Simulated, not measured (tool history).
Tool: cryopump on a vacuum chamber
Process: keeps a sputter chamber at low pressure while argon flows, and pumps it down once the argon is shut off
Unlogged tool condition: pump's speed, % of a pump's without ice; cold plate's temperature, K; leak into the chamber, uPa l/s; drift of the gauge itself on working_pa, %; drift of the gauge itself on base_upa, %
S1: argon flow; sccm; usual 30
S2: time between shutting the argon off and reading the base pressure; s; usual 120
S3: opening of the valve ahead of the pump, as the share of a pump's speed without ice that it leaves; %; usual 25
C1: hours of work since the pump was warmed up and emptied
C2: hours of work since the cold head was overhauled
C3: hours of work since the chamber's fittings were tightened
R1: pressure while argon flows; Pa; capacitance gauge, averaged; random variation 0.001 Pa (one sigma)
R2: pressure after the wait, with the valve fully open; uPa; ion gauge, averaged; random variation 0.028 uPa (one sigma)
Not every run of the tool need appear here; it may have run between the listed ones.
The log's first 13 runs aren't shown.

run,hour,S1,S2,S3,C1,C2,C3,R1,R2
14,359.6,30,120,41,367,367,333,0.1354,1.40
15,388.1,27,120,25,380,380,346,0.1989,1.38
16,415.5,30,120,25,393,393,359,0.2196,1.40
17,448.8,30,120,25,408,408,375,0.2209,1.32
18,470.2,19,120,39,418,418,385,0.0897,1.35
19,499.1,24,276,20,432,432,398,0.2190,0.82
20,526.1,30,276,31,445,445,411,0.1770,0.79
21,547.3,32,154,26,455,455,421,0.2262,1.13
22,574.7,32,154,26,468,468,434,0.2260,1.14
23,602.3,32,154,26,480,480,447,0.2281,1.14
24,630.6,32,154,26,494,494,460,0.2257,1.21
25,660.8,57,154,25,508,508,474,0.4203,1.19
26,689.3,57,154,17,521,521,487,0.6143,1.16
27,723.4,47,33,45,537,537,503,0.1960,3.97
28,746.9,47,33,45,548,548,514,0.1947,4.03
29,767.4,19,282,19,558,558,524,0.1837,0.85
30,793.4,59,120,25,570,570,536,0.4370,1.47
31,816.8,59,108,17,581,581,547,0.6409,1.52
32,849.1,59,108,17,596,596,562,0.6366,1.53
33,867.9,59,108,17,605,605,571,0.6363,1.53

Below are 3 alternative next runs, each starting from the tool's condition after run 33. Predict each:
A,902.9,19,40,27,622,622,588,?,?
B,902.9,40,179,17,622,622,588,?,?
C,902.9,16,198,21,622,622,588,?,?

run,R1,R2
A,0.1309,3.46
B,0.4306,1.08
C,0.1415,1.05
Had the tool no hidden state, the same runs would have come out as:
run,R1,R2
A,0.1275,3.33
B,0.4233,0.95
C,0.1386,0.92
